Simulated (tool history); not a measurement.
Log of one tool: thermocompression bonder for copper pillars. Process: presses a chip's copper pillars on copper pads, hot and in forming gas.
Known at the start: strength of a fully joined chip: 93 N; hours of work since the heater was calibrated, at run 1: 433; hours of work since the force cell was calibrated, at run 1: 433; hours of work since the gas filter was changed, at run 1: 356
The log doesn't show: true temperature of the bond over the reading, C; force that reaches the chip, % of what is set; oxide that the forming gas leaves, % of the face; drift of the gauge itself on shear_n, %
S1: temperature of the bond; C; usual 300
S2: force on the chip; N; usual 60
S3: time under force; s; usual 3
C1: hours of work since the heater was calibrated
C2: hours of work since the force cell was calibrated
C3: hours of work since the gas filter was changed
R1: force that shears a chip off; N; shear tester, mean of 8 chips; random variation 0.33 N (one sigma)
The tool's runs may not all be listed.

run 1 hour=0.0 | S1=300 S2=60 S3=3 | C1=433 C2=433 C3=356 | R1=45.1
run 2 hour=17.7 | S1=300 S2=60 S3=3 | C1=445 C2=445 C3=368 | R1=44.9
run 3 hour=43.0 | S1=300 S2=42 S3=3 | C1=461 C2=461 C3=384 | R1=33.0
run 4 hour=86.5 | S1=300 S2=42 S3=3 | C1=490 C2=490 C3=413 | R1=33.1
run 5 hour=122.3 | S1=300 S2=42 S3=3 | C1=513 C2=513 C3=436 | R1=33.2
run 6 hour=148.7 | S1=300 S2=42 S3=3 | C1=530 C2=530 C3=453 | R1=32.5
run 7 hour=170.6 | S1=300 S2=60 S3=3 | C1=545 C2=545 C3=468 | R1=44.5
-- hour=202.4 forming gas filter changed
run 8 hour=203.6 | S1=318 S2=60 S3=3 | C1=566 C2=566 C3=1 | R1=54.1
run 9 hour=227.2 | S1=318 S2=60 S3=3 | C1=581 C2=581 C3=16 | R1=54.1
run 10 hour=251.9 | S1=300 S2=49 S3=3 | C1=597 C2=597 C3=32 | R1=38.4
run 11 hour=294.7 | S1=300 S2=49 S3=3 | C1=625 C2=625 C3=60 | R1=38.9
run 12 hour=330.9 | S1=305 S2=60 S3=3 | C1=649 C2=649 C3=84 | R1=47.6
run 13 hour=359.0 | S1=300 S2=60 S3=3 | C1=667 C2=667 C3=102 | R1=45.5
run 14 hour=400.5 | S1=300 S2=60 S3=3 | C1=695 C2=695 C3=130 | R1=45.3
run 15 hour=441.8 | S1=300 S2=60 S3=3 | C1=722 C2=722 C3=156 | R1=44.6
run 16 hour=480.2 | S1=300 S2=60 S3=3 | C1=747 C2=747 C3=182 | R1=44.8
run 17 hour=514.6 | S1=300 S2=60 S3=2 | C1=769 C2=769 C3=204 | R1=38.7
run 18 hour=542.2 | S1=300 S2=60 S3=3 | C1=787 C2=787 C3=222 | R1=44.8
run 19 hour=566.4 | S1=300 S2=60 S3=3 | C1=803 C2=803 C3=238 | R1=43.9
run 20 hour=587.1 | S1=300 S2=60 S3=3 | C1=817 C2=817 C3=252 | R1=44.1
run 21 hour=614.2 | S1=283 S2=60 S3=3 | C1=834 C2=834 C3=269 | R1=36.7
run 22 hour=646.3 | S1=300 S2=44 S3=8 | C1=855 C2=855 C3=290 | R1=48.3
run 23 hour=688.7 | S1=316 S2=66 S3=3 | C1=883 C2=883 C3=318 | R1=54.1
-- hour=693.1 force cell calibrated
run 24 hour=711.9 | S1=316 S2=66 S3=3 | C1=897 C2=12 C3=332 | R1=54.5
-- hour=729.9 heater calibrated with a thermocouple chip
run 25 hour=740.4 | S1=300 S2=40 S3=3 | C1=7 C2=30 C3=349 | R1=32.8
run 26 hour=781.7 | S1=300 S2=40 S3=3 | C1=34 C2=57 C3=376 | R1=33.6
run 27 hour=804.9 | S1=300 S2=40 S3=3 | C1=49 C2=72 C3=392 | R1=33.2
run 28 hour=845.5 | S1=312 S2=60 S3=3 | C1=76 C2=98 C3=418 | R1=51.2
run 29 hour=888.7 | S1=273 S2=53 S3=8 | C1=104 C2=127 C3=446 | R1=45.2
run 30 hour=923.2 | S1=273 S2=53 S3=8 | C1=126 C2=149 C3=469 | R1=45.1
run 31 hour=942.1 | S1=273 S2=73 S3=6 | C1=139 C2=161 C3=481 | R1=51.6
-- hour=954.1 forming gas filter changed
run 32 hour=960.2 | S1=273 S2=73 S3=6 | C1=150 C2=173 C3=4 | R1=54.0
run 33 hour=977.9 | S1=273 S2=73 S3=6 | C1=162 C2=185 C3=16 | R1=54.0
run 34 hour=1017.7 | S1=279 S2=59 S3=3 | C1=188 C2=211 C3=42 | R1=37.6
run 35 hour=1055.5 | S1=279 S2=59 S3=3 | C1=213 C2=235 C3=66 | R1=38.2
run 36 hour=1081.6 | S1=327 S2=60 S3=8 | C1=230 C2=252 C3=83 | R1=74.1
run 37 hour=1120.2 | S1=300 S2=65 S3=4 | C1=255 C2=278 C3=109 | R1=55.0
run 38 hour=1140.4 | S1=326 S2=36 S3=4 | C1=268 C2=291 C3=122 | R1=43.6
run 39 hour=1165.4 | S1=297 S2=44 S3=7 | C1=284 C2=307 C3=138 | R1=47.1
run 40 hour=1199.9 | S1=300 S2=42 S3=3 | C1=307 C2=330 C3=161 | R1=34.4

Some steps in R1 between neighbouring runs. How much of each would the tool show without its hidden state too (settings, what came in, random variation), and how much is left for the hidden state, with any gauge scatter that isn't in both results?
Run 7 -> 8: S1 300 -> 318, forming gas filter changed. R1 +9.6 N: hidden state +2.1, all else +7.5.
Run 24 -> 25: S1 316 -> 300, S2 66 -> 40, heater calibrated with a thermocouple chip. R1 -21.7 N: hidden state +2.7, all else -24.4.
Run 31 -> 32: forming gas filter changed. R1 +2.4 N: hidden state +2.8, all else -0.4.
Run 35 -> 36: S1 279 -> 327, S2 59 -> 60, S3 3 -> 8. R1 +35.9 N: hidden state -0.4, all else +36.3.
Run 36 -> 37: S1 327 -> 300, S2 60 -> 65, S3 8 -> 4. R1 -19.1 N: hidden state -0.3, all else -18.8.

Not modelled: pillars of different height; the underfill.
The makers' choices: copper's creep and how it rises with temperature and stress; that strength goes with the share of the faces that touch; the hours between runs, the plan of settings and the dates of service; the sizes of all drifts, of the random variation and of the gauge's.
